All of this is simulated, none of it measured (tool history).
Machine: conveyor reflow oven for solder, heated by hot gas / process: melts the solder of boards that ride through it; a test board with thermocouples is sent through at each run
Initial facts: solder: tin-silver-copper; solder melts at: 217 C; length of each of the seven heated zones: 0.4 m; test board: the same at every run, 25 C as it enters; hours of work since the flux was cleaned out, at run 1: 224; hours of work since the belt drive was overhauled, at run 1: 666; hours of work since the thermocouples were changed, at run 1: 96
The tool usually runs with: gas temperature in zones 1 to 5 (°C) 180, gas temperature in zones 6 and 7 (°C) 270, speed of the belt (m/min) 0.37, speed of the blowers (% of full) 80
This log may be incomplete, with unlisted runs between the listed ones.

| run | day | gas temperature in zones 1 to 5 (°C) | gas temperature in zones 6 and 7 (°C) | speed of the belt (m/min) | speed of the blowers (% of full) | hours of work since the flux was cleaned out | hours of work since the belt drive was overhauled | hours of work since the thermocouples were changed | highest temperature of the board (°C) | time above the solder's melting point (s) |
|---|---|---|---|---|---|---|---|---|---|---|
| 1 | 0 | 180 | 270 | 0.37 | 80 | 224 | 666 | 96 | 262.5 | 115.1 |
| 2 | 0.962 | 180 | 270 | 0.37 | 80 | 237 | 679 | 109 | 263.1 | 114.7 |
| 3 | 1.454 | 180 | 270 | 0.37 | 80 | 244 | 685 | 116 | 262.2 | 115 |
| 4 | 1.988 | 180 | 270 | 0.37 | 80 | 251 | 693 | 123 | 262.8 | 115.2 |
| 5 | 2.879 | 180 | 270 | 0.37 | 80 | 263 | 705 | 135 | 261.9 | 115.5 |
|  | 3.725 | flux residue cleaned out of gas plates and filters |
| 6 | 3.912 | 180 | 270 | 0.37 | 80 | 3 | 716 | 146 | 263.2 | 116 |
| 7 | 4.504 | 180 | 270 | 0.37 | 80 | 11 | 724 | 154 | 262.7 | 116.6 |
| 8 | 5.483 | 180 | 270 | 0.37 | 75 | 24 | 737 | 167 | 263.7 | 116.1 |
| 9 | 6.412 | 180 | 270 | 0.37 | 75 | 36 | 749 | 180 | 262.8 | 115.9 |
|  | 6.662 | belt drive overhauled, speed set with a stopwatch |
| 10 | 7.442 | 180 | 270 | 0.37 | 75 | 48 | 11 | 192 | 262.7 | 115.8 |
| 11 | 8.442 | 180 | 270 | 0.37 | 75 | 61 | 24 | 205 | 262.4 | 116.1 |
| 12 | 9.25 | 182 | 270 | 0.37 | 75 | 72 | 35 | 216 | 263.8 | 117.9 |
| 13 | 9.812 | 182 | 270 | 0.37 | 75 | 80 | 43 | 224 | 262.9 | 116.9 |
|  | 10.917 | belt drive overhauled, speed set with a stopwatch, once more |
| 14 | 10.975 | 180 | 270 | 0.37 | 80 | 93 | 1 | 237 | 262.6 | 114 |
| 15 | 11.758 | 188 | 270 | 0.37 | 80 | 104 | 11 | 248 | 263.7 | 119.3 |
| 16 | 12.692 | 167 | 270 | 0.351 | 81 | 116 | 24 | 260 | 262.9 | 114 |
| 17 | 13.175 | 167 | 270 | 0.351 | 81 | 123 | 30 | 267 | 263.2 | 114.8 |
| 18 | 14.146 | 192 | 284 | 0.335 | 62 | 136 | 44 | 280 | 278.3 | 143.9 |
| 19 | 14.912 | 169 | 270 | 0.392 | 80 | 146 | 54 | 290 | 260.5 | 99.8 |
| 20 | 15.35 | 195 | 284 | 0.343 | 68 | 152 | 60 | 296 | 278.1 | 142.6 |
| 21 | 16.188 | 167 | 266 | 0.332 | 72 | 164 | 71 | 307 | 259.6 | 118.7 |
| 22 | 17.15 | 167 | 266 | 0.332 | 72 | 177 | 84 | 320 | 259.8 | 118.6 |
| 23 | 17.575 | 190 | 260 | 0.355 | 84 | 182 | 90 | 326 | 255.7 | 120.4 |
| 24 | 18.588 | 180 | 263 | 0.377 | 69 | 196 | 103 | 340 | 255.5 | 105.7 |
| 25 | 19.088 | 180 | 270 | 0.37 | 51 | 203 | 110 | 346 | 260.5 | 111.1 |
| 26 | 20.083 | 180 | 270 | 0.413 | 57 | 216 | 124 | 360 | 258.4 | 97.9 |
| 27 | 21.008 | 180 | 270 | 0.413 | 57 | 229 | 136 | 372 | 258 | 97.4 |
| 28 | 21.708 | 184 | 270 | 0.413 | 85 | 238 | 146 | 382 | 261.7 | 102.8 |
| 29 | 22.688 | 184 | 270 | 0.384 | 85 | 251 | 159 | 395 | 264.1 | 113.7 |

What would each run have given without the hidden state, its run-to-run variation left as it was?
The tool's hidden condition here consists of: heat that the gas passes to the board, % of a clean oven's; belt's true speed, % of the reading; true gas temperature in zones 6 and 7 over the reading, C; drift of the gauge itself on peak_c, C; drift of the gauge itself on liquid_s, %.
| run | highest temperature of the board (°C) | time above the solder's melting point (s) |
|---|---|---|
| 1 | 262.7 | 114.4 |
| 2 | 263.3 | 114 |
| 3 | 262.4 | 114.3 |
| 4 | 263 | 114.4 |
| 5 | 262.1 | 114.8 |
| 6 | 262.7 | 114.5 |
| 7 | 262.2 | 115.1 |
| 8 | 263.2 | 114.6 |
| 9 | 262.3 | 114.4 |
| 10 | 262.2 | 114 |
| 11 | 261.9 | 114.4 |
| 12 | 263.3 | 116.1 |
| 13 | 262.4 | 115.1 |
| 14 | 262.4 | 114.2 |
| 15 | 263.4 | 119.5 |
| 16 | 262.7 | 114.3 |
| 17 | 263 | 115.1 |
| 18 | 277.9 | 143.9 |
| 19 | 260.4 | 100.1 |
| 20 | 277.8 | 142.5 |
| 21 | 259.3 | 118.9 |
| 22 | 259.5 | 118.8 |
| 23 | 255.3 | 120.5 |
| 24 | 255.3 | 105.9 |
| 25 | 260.3 | 111.1 |
| 26 | 258.3 | 98.1 |
| 27 | 257.9 | 97.6 |
| 28 | 261.6 | 103 |
| 29 | 263.9 | 113.8 |

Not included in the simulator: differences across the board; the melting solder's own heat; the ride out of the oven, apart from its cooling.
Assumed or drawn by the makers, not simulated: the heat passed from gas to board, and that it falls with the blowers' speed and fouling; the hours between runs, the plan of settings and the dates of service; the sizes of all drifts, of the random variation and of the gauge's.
